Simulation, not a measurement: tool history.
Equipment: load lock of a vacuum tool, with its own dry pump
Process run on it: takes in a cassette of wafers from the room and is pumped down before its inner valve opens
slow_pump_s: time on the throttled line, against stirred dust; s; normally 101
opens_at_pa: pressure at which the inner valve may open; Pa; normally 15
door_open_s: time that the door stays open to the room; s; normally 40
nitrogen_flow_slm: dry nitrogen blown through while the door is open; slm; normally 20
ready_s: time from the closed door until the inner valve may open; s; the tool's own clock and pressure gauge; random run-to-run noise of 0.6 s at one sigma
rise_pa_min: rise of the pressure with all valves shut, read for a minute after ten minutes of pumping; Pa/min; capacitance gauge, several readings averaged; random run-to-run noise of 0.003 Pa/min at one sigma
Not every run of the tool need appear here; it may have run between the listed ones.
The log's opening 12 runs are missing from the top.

| run | day | slow_pump_s | opens_at_pa | door_open_s | nitrogen_flow_slm | incoming humidity of the room's air, % | ready_s | rise_pa_min |
|---|---|---|---|---|---|---|---|---|
| 13 | 176.942 | 167 | 15 | 40 | 20 | 45.7 | 212.4 | 0.035 |
| 14 | 197.862 | 143 | 15 | 40 | 20 | 42.8 | 195.7 | 0.031 |
| 15 | 215.546 | 101 | 15 | 40 | 5 | 44.4 | 162.2 | 0.041 |
| 16 | 237.454 | 101 | 15 | 34 | 20 | 48.0 | 161.7 | 0.032 |
| 17 | 247.692 | 101 | 15 | 40 | 20 | 46.3 | 161.4 | 0.036 |
| 18 | 269.625 | 101 | 15 | 40 | 20 | 44.8 | 162.5 | 0.036 |
| 19 | 290.525 | 73 | 27 | 40 | 26 | 43.8 | 134.5 | 0.030 |
| 20 | 303.533 | 99 | 21 | 66 | 19 | 42.1 | 157.8 | 0.043 |
| 21 | 316.817 | 58 | 15 | 40 | 8 | 45.7 | 128.4 | 0.038 |
| 22 | 328.567 | 58 | 26 | 88 | 40 | 44.8 | 124.0 | 0.042 |
| 23 | 349.529 | 69 | 26 | 88 | 40 | 41.4 | 132.1 | 0.043 |
| 24 | 367.617 | 130 | 13 | 88 | 40 | 44.7 | 186.0 | 0.048 |
| 25 | 387.838 | 131 | 13 | 87 | 15 | 42.7 | 186.1 | 0.060 |
| 26 | 401.358 | 76 | 18 | 27 | 7 | 41.8 | 141.5 | 0.029 |
|  | 403.996 | door's seal changed, seat wiped |
| 27 | 423.225 | 76 | 18 | 27 | 7 | 43.4 | 141.0 | 0.029 |
| 28 | 442.325 | 76 | 18 | 27 | 7 | 47.0 | 140.4 | 0.034 |
| 29 | 463.471 | 76 | 18 | 27 | 36 | 46.9 | 141.3 | 0.024 |
| 30 | 474.083 | 143 | 26 | 40 | 18 | 44.0 | 189.7 | 0.029 |
| 31 | 497.329 | 145 | 15 | 54 | 31 | 44.3 | 196.4 | 0.030 |
| 32 | 509.146 | 135 | 15 | 27 | 31 | 45.0 | 188.7 | 0.018 |
| 33 | 522.638 | 74 | 11 | 72 | 5 | 45.5 | 143.9 | 0.074 |
| 34 | 543.908 | 74 | 11 | 72 | 5 | 42.9 | 144.0 | 0.060 |
| 35 | 558.279 | 183 | 15 | 40 | 36 | 45.8 | 227.5 | 0.027 |

Consider 4 possible next runs. They are alternatives, not a sequence: every one starts from the tool as it was left by run 35. What does each give?
| A | 568.525 | 62 | 14 | 40 | 12 | 45.7 | ? | ? |
| B | 568.525 | 96 | 15 | 40 | 8 | 43.5 | ? | ? |
| C | 568.525 | 183 | 15 | 76 | 36 | 48.1 | ? | ? |
| D | 568.525 | 156 | 20 | 40 | 7 | 48.8 | ? | ? |

| run | ready_s | rise_pa_min |
|---|---|---|
| A | 132.5 | 0.043 |
| B | 159.2 | 0.038 |
| C | 226.4 | 0.048 |
| D | 202.4 | 0.047 |
Without the tool's hidden state the same runs would have given:
| run | ready_s | rise_pa_min |
|---|---|---|
| A | 132.4 | 0.042 |
| B | 159.1 | 0.037 |
| C | 226.3 | 0.047 |
| D | 202.4 | 0.047 |

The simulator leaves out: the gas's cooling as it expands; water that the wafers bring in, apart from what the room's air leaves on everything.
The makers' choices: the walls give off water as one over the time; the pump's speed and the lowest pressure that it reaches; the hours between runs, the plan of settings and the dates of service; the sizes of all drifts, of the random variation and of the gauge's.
